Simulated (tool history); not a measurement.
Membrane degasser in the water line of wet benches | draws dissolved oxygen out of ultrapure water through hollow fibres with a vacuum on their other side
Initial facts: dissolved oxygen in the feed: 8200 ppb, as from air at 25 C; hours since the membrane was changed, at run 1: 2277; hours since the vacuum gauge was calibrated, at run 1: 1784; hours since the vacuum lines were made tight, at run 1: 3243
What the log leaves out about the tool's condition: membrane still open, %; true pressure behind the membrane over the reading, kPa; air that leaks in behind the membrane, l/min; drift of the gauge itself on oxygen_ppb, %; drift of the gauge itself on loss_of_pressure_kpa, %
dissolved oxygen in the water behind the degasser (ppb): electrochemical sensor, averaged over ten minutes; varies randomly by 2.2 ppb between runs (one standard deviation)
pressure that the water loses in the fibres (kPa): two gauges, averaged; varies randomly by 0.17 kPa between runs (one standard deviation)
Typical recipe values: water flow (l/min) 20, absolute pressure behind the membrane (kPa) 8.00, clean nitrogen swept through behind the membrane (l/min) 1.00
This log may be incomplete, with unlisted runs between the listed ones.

run     day  water flow (l/min)  absolute pressure behind the membrane (kPa)  clean nitrogen swept through behind the membrane (l/min)  hours since the membrane was changed  hours since the vacuum gauge was calibrated  hours since the vacuum lines were made tight  dissolved oxygen in the water behind the degasser (ppb)  pressure that the water loses in the fibres (kPa)
  1   0.000                  20                                         8.00                                                      1.00                                  2277                                         1784                                          3243                                                    224.1                                              29.59
  2   1.658                  20                                         8.00                                                      1.00                                  2316                                         1824                                          3283                                                    224.0                                              29.31
  3   3.225                  20                                        14.31                                                      1.00                                  2354                                         1862                                          3320                                                    484.3                                              29.59
  4   4.988                  20                                        14.31                                                      1.00                                  2396                                         1904                                          3363                                                    476.4                                              29.82
  5   7.700                  30                                         8.00                                                      1.00                                  2461                                         1969                                          3428                                                    360.4                                              44.52
  6   9.100                  30                                         8.00                                                      1.00                                  2495                                         2003                                          3461                                                    353.5                                              44.61
  7  11.158                  20                                         8.00                                                      1.00                                  2544                                         2052                                          3511                                                    223.0                                              29.68
  8  13.271                  20                                         8.00                                                      1.00                                  2595                                         2103                                          3561                                                    222.6                                              29.58
  9  14.867                  20                                         8.00                                                      1.00                                  2633                                         2141                                          3600                                                    223.4                                              29.57
 10  17.054                  12                                         8.05                                                      0.92                                  2686                                         2194                                          3652                                                    145.7                                              17.91
 11  18.900                  12                                         8.05                                                      0.92                                  2730                                         2238                                          3696                                                    144.9                                              17.72
 12  21.025                  20                                         5.57                                                      1.00                                  2781                                         2289                                          3747                                                    119.0                                              29.67
 13  22.938                  20                                         8.43                                                      1.00                                  2827                                         2335                                          3793                                                    243.5                                              29.69
 14  25.050                  20                                        15.73                                                      0.66                                  2878                                         2386                                          3844                                                    755.1                                              29.62
 15  27.646                  20                                         7.98                                                      2.30                                  2940                                         2448                                          3906                                                    111.1                                              30.09
 16  29.500                  29                                        10.70                                                      0.62                                  2985                                         2492                                          3951                                                    708.8                                              43.12

Forecast each of these 5 alternatives for the next run:
  A  31.329                  20                                         8.29                                                      0.72                                  3029                                         2536                                          3995                                                        ?                                                  ?
  B  31.329                  29                                         5.25                                                      0.62                                  3029                                         2536                                          3995                                                        ?                                                  ?
  C  31.329                  18                                         5.27                                                      1.63                                  3029                                         2536                                          3995                                                        ?                                                  ?
  D  31.329                  27                                        10.70                                                      0.62                                  3029                                         2536                                          3995                                                        ?                                                  ?
  E  31.329                  29                                        19.91                                                      0.62                                  3029                                         2536                                          3995                                                        ?                                                  ?

run  dissolved oxygen in the water behind the degasser (ppb)  pressure that the water loses in the fibres (kPa)
  A                                                    304.3                                              29.76
  B                                                    242.0                                              42.81
  C                                                     61.4                                              26.84
  D                                                    656.5                                              40.12
  E                                                   1362.6                                              43.08
Take away the tool's hidden state, keep each run's random variation, and the runs would have read:
run  dissolved oxygen in the water behind the degasser (ppb)  pressure that the water loses in the fibres (kPa)
  A                                                    304.2                                              29.75
  B                                                    241.8                                              42.80
  C                                                     61.4                                              26.83
  D                                                    656.4                                              40.10
  E                                                   1362.5                                              43.07

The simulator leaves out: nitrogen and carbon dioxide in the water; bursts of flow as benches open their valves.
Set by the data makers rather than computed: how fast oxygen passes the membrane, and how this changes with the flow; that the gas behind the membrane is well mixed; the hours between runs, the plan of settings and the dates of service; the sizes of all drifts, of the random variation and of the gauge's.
